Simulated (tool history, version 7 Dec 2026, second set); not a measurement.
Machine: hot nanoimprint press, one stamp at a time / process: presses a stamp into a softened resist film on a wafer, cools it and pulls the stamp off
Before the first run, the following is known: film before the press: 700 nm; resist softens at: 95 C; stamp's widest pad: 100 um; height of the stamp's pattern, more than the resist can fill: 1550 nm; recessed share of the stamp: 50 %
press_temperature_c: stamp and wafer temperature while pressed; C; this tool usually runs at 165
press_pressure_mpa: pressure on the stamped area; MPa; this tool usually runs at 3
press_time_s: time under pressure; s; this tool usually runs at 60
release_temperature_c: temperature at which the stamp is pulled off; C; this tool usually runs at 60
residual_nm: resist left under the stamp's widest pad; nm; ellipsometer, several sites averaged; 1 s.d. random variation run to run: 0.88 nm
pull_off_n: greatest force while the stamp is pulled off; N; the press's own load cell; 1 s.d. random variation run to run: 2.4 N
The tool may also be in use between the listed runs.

{"run": 1, "hour": 0.0, "press_temperature_c": 165, "press_pressure_mpa": 3, "press_time_s": 60, "release_temperature_c": 60, "residual_nm": 239.3, "pull_off_n": 172}
{"run": 2, "hour": 7.3, "press_temperature_c": 165, "press_pressure_mpa": 3, "press_time_s": 60, "release_temperature_c": 60, "residual_nm": 236.7, "pull_off_n": 171}
{"run": 3, "hour": 17.4, "press_temperature_c": 165, "press_pressure_mpa": 3, "press_time_s": 60, "release_temperature_c": 60, "residual_nm": 237, "pull_off_n": 168}
{"run": 4, "hour": 30.6, "press_temperature_c": 165, "press_pressure_mpa": 3, "press_time_s": 60, "release_temperature_c": 60, "residual_nm": 237.6, "pull_off_n": 172}
{"run": 5, "hour": 41.3, "press_temperature_c": 165, "press_pressure_mpa": 3, "press_time_s": 74, "release_temperature_c": 60, "residual_nm": 219.5, "pull_off_n": 172}
{"run": 6, "hour": 57.0, "press_temperature_c": 165, "press_pressure_mpa": 3, "press_time_s": 74, "release_temperature_c": 60, "residual_nm": 216.2, "pull_off_n": 172}
{"hour": 72.7, "done": "stamp cleaned and given a new release coat"}
{"run": 7, "hour": 75.4, "press_temperature_c": 157, "press_pressure_mpa": 3, "press_time_s": 74, "release_temperature_c": 60, "residual_nm": 309.4, "pull_off_n": 147}
{"run": 8, "hour": 85.9, "press_temperature_c": 165, "press_pressure_mpa": 3, "press_time_s": 60, "release_temperature_c": 60, "residual_nm": 236.7, "pull_off_n": 153}
{"run": 9, "hour": 93.0, "press_temperature_c": 165, "press_pressure_mpa": 3, "press_time_s": 60, "release_temperature_c": 60, "residual_nm": 238.5, "pull_off_n": 149}
{"run": 10, "hour": 104.8, "press_temperature_c": 165, "press_pressure_mpa": 3, "press_time_s": 60, "release_temperature_c": 60, "residual_nm": 236.3, "pull_off_n": 151}
{"run": 11, "hour": 111.8, "press_temperature_c": 165, "press_pressure_mpa": 3, "press_time_s": 60, "release_temperature_c": 60, "residual_nm": 237.3, "pull_off_n": 154}
{"run": 12, "hour": 121.0, "press_temperature_c": 165, "press_pressure_mpa": 3, "press_time_s": 60, "release_temperature_c": 60, "residual_nm": 236.7, "pull_off_n": 151}
{"run": 13, "hour": 137.1, "press_temperature_c": 165, "press_pressure_mpa": 3, "press_time_s": 60, "release_temperature_c": 60, "residual_nm": 236.5, "pull_off_n": 150}
{"run": 14, "hour": 147.6, "press_temperature_c": 165, "press_pressure_mpa": 3, "press_time_s": 60, "release_temperature_c": 51, "residual_nm": 236.1, "pull_off_n": 187}
{"run": 15, "hour": 157.2, "press_temperature_c": 165, "press_pressure_mpa": 3, "press_time_s": 60, "release_temperature_c": 51, "residual_nm": 235.7, "pull_off_n": 184}
{"hour": 161.7, "done": "plate thermocouple calibrated"}
{"run": 16, "hour": 174.3, "press_temperature_c": 165, "press_pressure_mpa": 3, "press_time_s": 60, "release_temperature_c": 56, "residual_nm": 234.3, "pull_off_n": 172}
{"hour": 192.9, "done": "plate thermocouple calibrated, once more"}
{"run": 17, "hour": 193.6, "press_temperature_c": 168, "press_pressure_mpa": 2.68, "press_time_s": 60, "release_temperature_c": 60, "residual_nm": 230.2, "pull_off_n": 161}
{"run": 18, "hour": 202.7, "press_temperature_c": 168, "press_pressure_mpa": 2.68, "press_time_s": 60, "release_temperature_c": 60, "residual_nm": 232.1, "pull_off_n": 160}
{"run": 19, "hour": 213.0, "press_temperature_c": 168, "press_pressure_mpa": 2.68, "press_time_s": 60, "release_temperature_c": 60, "residual_nm": 230, "pull_off_n": 160}
{"run": 20, "hour": 221.0, "press_temperature_c": 173, "press_pressure_mpa": 2.68, "press_time_s": 60, "release_temperature_c": 65, "residual_nm": 186.8, "pull_off_n": 147}
{"run": 21, "hour": 235.9, "press_temperature_c": 173, "press_pressure_mpa": 2.68, "press_time_s": 60, "release_temperature_c": 65, "residual_nm": 186.8, "pull_off_n": 149}
{"run": 22, "hour": 244.8, "press_temperature_c": 165, "press_pressure_mpa": 2.25, "press_time_s": 92, "release_temperature_c": 60, "residual_nm": 240, "pull_off_n": 170}
{"run": 23, "hour": 251.5, "press_temperature_c": 157, "press_pressure_mpa": 2.25, "press_time_s": 92, "release_temperature_c": 57, "residual_nm": 341.1, "pull_off_n": 176}
{"run": 24, "hour": 266.6, "press_temperature_c": 157, "press_pressure_mpa": 2.22, "press_time_s": 32, "release_temperature_c": 57, "residual_nm": 476.9, "pull_off_n": 175}
{"run": 25, "hour": 279.8, "press_temperature_c": 165, "press_pressure_mpa": 3, "press_time_s": 60, "release_temperature_c": 67, "residual_nm": 248.5, "pull_off_n": 140}
{"run": 26, "hour": 292.7, "press_temperature_c": 162, "press_pressure_mpa": 3, "press_time_s": 98, "release_temperature_c": 55, "residual_nm": 232.4, "pull_off_n": 191}
{"run": 27, "hour": 301.6, "press_temperature_c": 174, "press_pressure_mpa": 3.77, "press_time_s": 87, "release_temperature_c": 51, "residual_nm": 127.8, "pull_off_n": 205}
{"run": 28, "hour": 317.4, "press_temperature_c": 177, "press_pressure_mpa": 1.93, "press_time_s": 50, "release_temperature_c": 62, "residual_nm": 203.1, "pull_off_n": 160}
{"run": 29, "hour": 329.1, "press_temperature_c": 177, "press_pressure_mpa": 1.93, "press_time_s": 50, "release_temperature_c": 62, "residual_nm": 203.2, "pull_off_n": 165}
{"run": 30, "hour": 340.3, "press_temperature_c": 165, "press_pressure_mpa": 3, "press_time_s": 60, "release_temperature_c": 63, "residual_nm": 248.2, "pull_off_n": 158}
{"run": 31, "hour": 348.0, "press_temperature_c": 164, "press_pressure_mpa": 3, "press_time_s": 60, "release_temperature_c": 63, "residual_nm": 256.7, "pull_off_n": 157}

3 options for the next run, each taken on its own from the tool as it stands now. Forecast them:
{"run": "A", "hour": 362.6, "press_temperature_c": 165, "press_pressure_mpa": 3, "press_time_s": 60, "release_temperature_c": 67, "residual_nm": "?", "pull_off_n": "?"}
{"run": "B", "hour": 362.6, "press_temperature_c": 166, "press_pressure_mpa": 3, "press_time_s": 115, "release_temperature_c": 60, "residual_nm": "?", "pull_off_n": "?"}
{"run": "C", "hour": 362.6, "press_temperature_c": 164, "press_pressure_mpa": 3, "press_time_s": 48, "release_temperature_c": 63, "residual_nm": "?", "pull_off_n": "?"}

run=A residual_nm=247.4 pull_off_n=147
run=B residual_nm=179.7 pull_off_n=176
run=C residual_nm=282 pull_off_n=162
Without the tool's unlogged condition, the same runs would have read:
run=A residual_nm=246.9 pull_off_n=129
run=B residual_nm=179.3 pull_off_n=154
run=C residual_nm=281.5 pull_off_n=142
